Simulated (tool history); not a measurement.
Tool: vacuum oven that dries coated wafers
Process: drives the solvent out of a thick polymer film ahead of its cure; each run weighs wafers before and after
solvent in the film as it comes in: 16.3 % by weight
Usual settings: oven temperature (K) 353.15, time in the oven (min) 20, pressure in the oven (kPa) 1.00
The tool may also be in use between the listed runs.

| run | hour | oven temperature (K) | time in the oven (min) | pressure in the oven (kPa) | solvent left in the film (%) |
|---|---|---|---|---|---|
| 1 | 0.0 | 353.15 | 20 | 1.00 | 3.119 |
| 2 | 24.0 | 353.15 | 20 | 0.62 | 2.947 |
| 3 | 49.8 | 353.15 | 20 | 1.00 | 3.133 |
| 4 | 71.4 | 353.15 | 35 | 1.00 | 1.442 |
| 5 | 109.7 | 353.15 | 35 | 1.00 | 1.434 |
| 6 | 148.9 | 353.15 | 35 | 1.00 | 1.440 |
| 7 | 166.5 | 353.15 | 20 | 1.00 | 3.134 |
| 8 | 186.8 | 353.15 | 20 | 1.03 | 3.143 |
|  | 190.4 | vacuum gauge cleaned of residue and calibrated |
| 9 | 227.0 | 365.15 | 20 | 1.00 | 1.033 |
| 10 | 246.1 | 353.15 | 20 | 2.31 | 3.861 |
| 11 | 274.0 | 353.15 | 20 | 2.31 | 3.861 |
|  | 285.8 | vacuum gauge cleaned of residue and calibrated, once more |
| 12 | 315.1 | 353.15 | 20 | 2.31 | 3.542 |
| 13 | 333.4 | 353.15 | 20 | 2.31 | 3.549 |
| 14 | 374.9 | 353.15 | 20 | 2.31 | 3.543 |
| 15 | 408.4 | 342.15 | 17 | 0.59 | 6.680 |
| 16 | 445.7 | 339.15 | 35 | 0.59 | 4.272 |
|  | 469.3 | oven's thermocouples calibrated |
| 17 | 470.0 | 339.15 | 35 | 0.59 | 4.372 |
| 18 | 490.3 | 339.15 | 35 | 0.59 | 4.374 |
| 19 | 520.8 | 351.15 | 14 | 0.59 | 4.987 |
| 20 | 561.3 | 363.15 | 32 | 3.56 | 1.469 |
| 21 | 594.9 | 362.15 | 17 | 1.42 | 1.766 |
| 22 | 628.9 | 362.15 | 17 | 1.42 | 1.772 |

Forecast each of these 5 alternatives for the next run:
| A | 661.8 | 364.15 | 20 | 0.64 | ? |
| B | 661.8 | 345.15 | 13 | 1.42 | ? |
| C | 661.8 | 355.15 | 12 | 1.00 | ? |
| D | 661.8 | 348.15 | 20 | 1.46 | ? |
| E | 661.8 | 362.15 | 36 | 1.42 | ? |

| run | solvent left in the film (%) |
|---|---|
| A | 0.834 |
| B | 7.466 |
| C | 4.707 |
| D | 4.673 |
| E | 0.664 |
Without the tool's hidden state the same runs would have given:
| run | solvent left in the film (%) |
|---|---|
| A | 0.838 |
| B | 7.510 |
| C | 4.756 |
| D | 4.715 |
| E | 0.648 |
